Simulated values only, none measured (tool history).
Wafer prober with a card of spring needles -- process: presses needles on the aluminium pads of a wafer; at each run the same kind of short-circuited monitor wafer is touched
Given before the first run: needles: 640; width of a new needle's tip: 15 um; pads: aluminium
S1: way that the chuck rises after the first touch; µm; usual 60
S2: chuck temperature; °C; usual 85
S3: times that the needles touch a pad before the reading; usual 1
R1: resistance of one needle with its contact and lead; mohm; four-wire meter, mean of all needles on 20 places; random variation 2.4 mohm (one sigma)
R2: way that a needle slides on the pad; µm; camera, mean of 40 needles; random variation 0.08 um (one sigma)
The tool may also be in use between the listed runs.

run,hour,S1,S2,S3,R1,R2
1,0.0,60,85,1,273,9.80
# hour 4.5: tips cleaned on abrasive film
# hour 26.2: tips cleaned on abrasive film
# hour 48.5: tips cleaned on abrasive film
# hour 70.9: tips cleaned on abrasive film
2,78.4,60,85,1,274,9.87
# hour 91.8: tips cleaned on abrasive film
# hour 114.2: tips cleaned on abrasive film
# hour 135.6: tips cleaned on abrasive film
# hour 156.3: tips cleaned on abrasive film
3,156.3,60,85,1,272,9.86
# hour 178.2: tips cleaned on abrasive film
# hour 196.1: tips cleaned on abrasive film
4,197.4,60,85,1,273,9.79
# hour 214.7: tips cleaned on abrasive film
# hour 236.5: tips cleaned on abrasive film
# hour 258.8: tips cleaned on abrasive film
5,270.8,60,85,1,273,9.75
# hour 279.8: tips cleaned on abrasive film
# hour 297.7: tips cleaned on abrasive film
# hour 319.5: tips cleaned on abrasive film
6,324.6,60,85,1,276,9.81
# hour 337.9: tips cleaned on abrasive film
# hour 359.6: tips cleaned on abrasive film
# hour 364.3: height of the first contact set anew
# hour 382.2: tips cleaned on abrasive film
# hour 404.6: tips cleaned on abrasive film
7,412.9,60,85,1,269,9.93
# hour 426.4: tips cleaned on abrasive film
# hour 448.7: tips cleaned on abrasive film
8,462.5,60,41,1,259,9.65
# hour 467.0: tips cleaned on abrasive film
# hour 484.9: tips cleaned on abrasive film
# hour 507.2: tips cleaned on abrasive film
# hour 525.1: tips cleaned on abrasive film
# hour 546.9: tips cleaned on abrasive film
9,552.5,62,64,3,263,10.10
# hour 565.5: tips cleaned on abrasive film
# hour 583.4: tips cleaned on abrasive film
# hour 605.2: tips cleaned on abrasive film
10,606.3,60,90,1,277,9.80
# hour 624.1: tips cleaned on abrasive film
# hour 642.0: tips cleaned on abrasive film
# hour 664.3: tips cleaned on abrasive film
# hour 686.1: tips cleaned on abrasive film
11,693.7,60,108,2,283,9.88
# hour 707.1: tips cleaned on abrasive film
# hour 724.9: tips cleaned on abrasive film
12,733.3,60,108,2,280,9.93
# hour 746.7: tips cleaned on abrasive film
# hour 764.6: tips cleaned on abrasive film
# hour 786.6: tips cleaned on abrasive film
# hour 808.5: tips cleaned on abrasive film
13,815.9,60,108,2,277,9.95
# hour 829.3: tips cleaned on abrasive film
# hour 847.2: tips cleaned on abrasive film
# hour 869.4: tips cleaned on abrasive film
# hour 888.2: tips cleaned on abrasive film
14,888.2,74,61,1,265,12.13

3 ways to go on from here, each from the tool as it stands after run 14. What would each give?
# hour 910.3: tips cleaned on abrasive film
# hour 928.2: tips cleaned on abrasive film
# hour 945.7: height of the first contact set anew
# hour 950.3: tips cleaned on abrasive film
# hour 972.5: tips cleaned on abrasive film
A,977.2,54,85,1,?,?
# hour 910.3: tips cleaned on abrasive film
# hour 928.2: tips cleaned on abrasive film
# hour 945.7: height of the first contact set anew
# hour 950.3: tips cleaned on abrasive film
# hour 972.5: tips cleaned on abrasive film
B,977.2,74,61,2,?,?
# hour 910.3: tips cleaned on abrasive film
# hour 928.2: tips cleaned on abrasive film
# hour 945.7: height of the first contact set anew
# hour 950.3: tips cleaned on abrasive film
# hour 972.5: tips cleaned on abrasive film
C,977.2,53,61,2,?,?

run,R1,R2
A,277,8.64
B,265,12.11
C,269,8.68
What these runs would have given with no unlogged condition in the tool:
run,R1,R2
A,277,8.64
B,264,12.11
C,269,8.68
